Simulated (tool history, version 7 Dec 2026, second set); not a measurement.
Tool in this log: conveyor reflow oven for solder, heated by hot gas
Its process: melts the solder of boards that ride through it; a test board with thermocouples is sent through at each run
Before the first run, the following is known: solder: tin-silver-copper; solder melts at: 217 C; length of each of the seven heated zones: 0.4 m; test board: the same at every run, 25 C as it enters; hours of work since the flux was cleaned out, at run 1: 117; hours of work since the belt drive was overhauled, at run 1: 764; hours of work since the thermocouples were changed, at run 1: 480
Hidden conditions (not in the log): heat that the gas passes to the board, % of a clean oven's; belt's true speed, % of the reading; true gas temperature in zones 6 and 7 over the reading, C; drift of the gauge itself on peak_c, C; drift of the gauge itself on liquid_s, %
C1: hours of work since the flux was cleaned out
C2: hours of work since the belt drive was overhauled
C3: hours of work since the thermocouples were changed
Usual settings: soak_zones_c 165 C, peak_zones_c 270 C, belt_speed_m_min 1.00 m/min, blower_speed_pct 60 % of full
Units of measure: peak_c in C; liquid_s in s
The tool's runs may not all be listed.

{"run": 1, "hour": 0.0, "soak_zones_c": 165, "peak_zones_c": 270, "belt_speed_m_min": 1.0, "blower_speed_pct": 60, "C1": 117, "C2": 764, "C3": 480, "peak_c": 248.3, "liquid_s": 31.29}
{"run": 2, "hour": 26.7, "soak_zones_c": 165, "peak_zones_c": 270, "belt_speed_m_min": 1.0, "blower_speed_pct": 60, "C1": 129, "C2": 776, "C3": 492, "peak_c": 248.3, "liquid_s": 31.32}
{"run": 3, "hour": 55.8, "soak_zones_c": 165, "peak_zones_c": 277, "belt_speed_m_min": 1.0, "blower_speed_pct": 60, "C1": 142, "C2": 790, "C3": 506, "peak_c": 254.1, "liquid_s": 34.26}
{"run": 4, "hour": 89.6, "soak_zones_c": 165, "peak_zones_c": 277, "belt_speed_m_min": 1.0, "blower_speed_pct": 60, "C1": 158, "C2": 805, "C3": 521, "peak_c": 254.1, "liquid_s": 34.19}
{"run": 5, "hour": 113.9, "soak_zones_c": 172, "peak_zones_c": 270, "belt_speed_m_min": 1.0, "blower_speed_pct": 60, "C1": 169, "C2": 816, "C3": 532, "peak_c": 249.5, "liquid_s": 33.59}
{"run": 6, "hour": 143.1, "soak_zones_c": 172, "peak_zones_c": 270, "belt_speed_m_min": 1.0, "blower_speed_pct": 60, "C1": 182, "C2": 830, "C3": 545, "peak_c": 249.7, "liquid_s": 33.45}
{"hour": 157.7, "done": "flux residue cleaned out of gas plates and filters"}
{"run": 7, "hour": 173.0, "soak_zones_c": 172, "peak_zones_c": 270, "belt_speed_m_min": 1.0, "blower_speed_pct": 60, "C1": 7, "C2": 841, "C3": 557, "peak_c": 249.8, "liquid_s": 33.6}
{"run": 8, "hour": 215.1, "soak_zones_c": 172, "peak_zones_c": 270, "belt_speed_m_min": 1.0, "blower_speed_pct": 60, "C1": 26, "C2": 860, "C3": 576, "peak_c": 249.6, "liquid_s": 33.59}
{"run": 9, "hour": 260.5, "soak_zones_c": 172, "peak_zones_c": 270, "belt_speed_m_min": 1.0, "blower_speed_pct": 60, "C1": 47, "C2": 881, "C3": 597, "peak_c": 249.6, "liquid_s": 33.56}
{"run": 10, "hour": 297.0, "soak_zones_c": 172, "peak_zones_c": 270, "belt_speed_m_min": 1.0, "blower_speed_pct": 60, "C1": 63, "C2": 897, "C3": 613, "peak_c": 249.7, "liquid_s": 33.53}
{"run": 11, "hour": 322.6, "soak_zones_c": 172, "peak_zones_c": 270, "belt_speed_m_min": 1.0, "blower_speed_pct": 86, "C1": 75, "C2": 909, "C3": 625, "peak_c": 257.2, "liquid_s": 38.03}
{"run": 12, "hour": 348.6, "soak_zones_c": 172, "peak_zones_c": 270, "belt_speed_m_min": 1.0, "blower_speed_pct": 86, "C1": 87, "C2": 921, "C3": 637, "peak_c": 257.2, "liquid_s": 38.08}
{"run": 13, "hour": 384.0, "soak_zones_c": 172, "peak_zones_c": 270, "belt_speed_m_min": 1.0, "blower_speed_pct": 86, "C1": 103, "C2": 937, "C3": 653, "peak_c": 257.2, "liquid_s": 38.1}
{"run": 14, "hour": 420.4, "soak_zones_c": 165, "peak_zones_c": 269, "belt_speed_m_min": 1.0, "blower_speed_pct": 60, "C1": 120, "C2": 954, "C3": 669, "peak_c": 247.3, "liquid_s": 30.91}
{"run": 15, "hour": 462.8, "soak_zones_c": 165, "peak_zones_c": 269, "belt_speed_m_min": 1.0, "blower_speed_pct": 60, "C1": 139, "C2": 973, "C3": 689, "peak_c": 247.1, "liquid_s": 30.9}
{"run": 16, "hour": 509.4, "soak_zones_c": 156, "peak_zones_c": 284, "belt_speed_m_min": 0.91, "blower_speed_pct": 53, "C1": 160, "C2": 994, "C3": 710, "peak_c": 259.3, "liquid_s": 38.32}
{"run": 17, "hour": 545.5, "soak_zones_c": 175, "peak_zones_c": 263, "belt_speed_m_min": 1.0, "blower_speed_pct": 54, "C1": 177, "C2": 1011, "C3": 726, "peak_c": 242.0, "liquid_s": 29.55}
{"hour": 568.6, "done": "flux residue cleaned out of gas plates and filters"}
{"run": 18, "hour": 580.9, "soak_zones_c": 175, "peak_zones_c": 263, "belt_speed_m_min": 1.0, "blower_speed_pct": 54, "C1": 6, "C2": 1025, "C3": 740, "peak_c": 242.1, "liquid_s": 29.54}
{"run": 19, "hour": 627.4, "soak_zones_c": 165, "peak_zones_c": 273, "belt_speed_m_min": 1.0, "blower_speed_pct": 52, "C1": 27, "C2": 1046, "C3": 762, "peak_c": 247.0, "liquid_s": 30.24}
{"run": 20, "hour": 656.3, "soak_zones_c": 162, "peak_zones_c": 285, "belt_speed_m_min": 1.11, "blower_speed_pct": 77, "C1": 40, "C2": 1059, "C3": 775, "peak_c": 262.8, "liquid_s": 33.7}
{"run": 21, "hour": 698.2, "soak_zones_c": 163, "peak_zones_c": 285, "belt_speed_m_min": 0.86, "blower_speed_pct": 66, "C1": 59, "C2": 1078, "C3": 794, "peak_c": 269.2, "liquid_s": 46.91}
{"run": 22, "hour": 747.2, "soak_zones_c": 173, "peak_zones_c": 266, "belt_speed_m_min": 1.12, "blower_speed_pct": 72, "C1": 81, "C2": 1100, "C3": 816, "peak_c": 246.7, "liquid_s": 28.9}
{"run": 23, "hour": 786.8, "soak_zones_c": 173, "peak_zones_c": 277, "belt_speed_m_min": 1.12, "blower_speed_pct": 53, "C1": 99, "C2": 1118, "C3": 834, "peak_c": 247.8, "liquid_s": 28.25}
{"run": 24, "hour": 819.9, "soak_zones_c": 150, "peak_zones_c": 277, "belt_speed_m_min": 1.12, "blower_speed_pct": 51, "C1": 115, "C2": 1133, "C3": 849, "peak_c": 239.8, "liquid_s": 19.98}
{"run": 25, "hour": 842.4, "soak_zones_c": 163, "peak_zones_c": 283, "belt_speed_m_min": 1.0, "blower_speed_pct": 83, "C1": 125, "C2": 1144, "C3": 860, "peak_c": 267.1, "liquid_s": 39.49}
{"run": 26, "hour": 889.7, "soak_zones_c": 159, "peak_zones_c": 261, "belt_speed_m_min": 0.98, "blower_speed_pct": 66, "C1": 146, "C2": 1165, "C3": 881, "peak_c": 242.4, "liquid_s": 28.0}
{"run": 27, "hour": 920.1, "soak_zones_c": 159, "peak_zones_c": 261, "belt_speed_m_min": 0.98, "blower_speed_pct": 66, "C1": 160, "C2": 1179, "C3": 895, "peak_c": 242.3, "liquid_s": 28.04}
{"run": 28, "hour": 944.0, "soak_zones_c": 178, "peak_zones_c": 274, "belt_speed_m_min": 0.95, "blower_speed_pct": 90, "C1": 171, "C2": 1190, "C3": 906, "peak_c": 263.7, "liquid_s": 43.9}
{"hour": 957.7, "done": "thermocouples of zones 6 and 7 changed"}
{"hour": 984.5, "done": "flux residue cleaned out of gas plates and filters"}
{"run": 29, "hour": 984.5, "soak_zones_c": 150, "peak_zones_c": 261, "belt_speed_m_min": 1.06, "blower_speed_pct": 78, "C1": 0, "C2": 1205, "C3": 10, "peak_c": 242.0, "liquid_s": 24.54}

5 ways to go on from here, each from the tool as it stands after run 29. What would each give?
{"run": "A", "hour": 1030.6, "soak_zones_c": 178, "peak_zones_c": 278, "belt_speed_m_min": 1.06, "blower_speed_pct": 78, "C1": 21, "C2": 1226, "C3": 31, "peak_c": "?", "liquid_s": "?"}
{"run": "B", "hour": 1030.6, "soak_zones_c": 150, "peak_zones_c": 261, "belt_speed_m_min": 1.06, "blower_speed_pct": 83, "C1": 21, "C2": 1226, "C3": 31, "peak_c": "?", "liquid_s": "?"}
{"run": "C", "hour": 1030.6, "soak_zones_c": 168, "peak_zones_c": 261, "belt_speed_m_min": 0.9, "blower_speed_pct": 78, "C1": 21, "C2": 1226, "C3": 31, "peak_c": "?", "liquid_s": "?"}
{"run": "D", "hour": 1030.6, "soak_zones_c": 150, "peak_zones_c": 261, "belt_speed_m_min": 1.06, "blower_speed_pct": 80, "C1": 21, "C2": 1226, "C3": 31, "peak_c": "?", "liquid_s": "?"}
{"run": "E", "hour": 1030.6, "soak_zones_c": 165, "peak_zones_c": 279, "belt_speed_m_min": 1.0, "blower_speed_pct": 64, "C1": 21, "C2": 1226, "C3": 31, "peak_c": "?", "liquid_s": "?"}

run=A peak_c=261.9 liquid_s=38.30
run=B peak_c=243.5 liquid_s=25.69
run=C peak_c=249.9 liquid_s=38.41
run=D peak_c=242.7 liquid_s=24.97
run=E peak_c=257.7 liquid_s=35.95
Stripped of hidden state, with their random variation kept, the same runs would have yielded:
run=A peak_c=261.9 liquid_s=38.23
run=B peak_c=243.5 liquid_s=25.63
run=C peak_c=249.9 liquid_s=38.34
run=D peak_c=242.7 liquid_s=24.90
run=E peak_c=257.6 liquid_s=35.88

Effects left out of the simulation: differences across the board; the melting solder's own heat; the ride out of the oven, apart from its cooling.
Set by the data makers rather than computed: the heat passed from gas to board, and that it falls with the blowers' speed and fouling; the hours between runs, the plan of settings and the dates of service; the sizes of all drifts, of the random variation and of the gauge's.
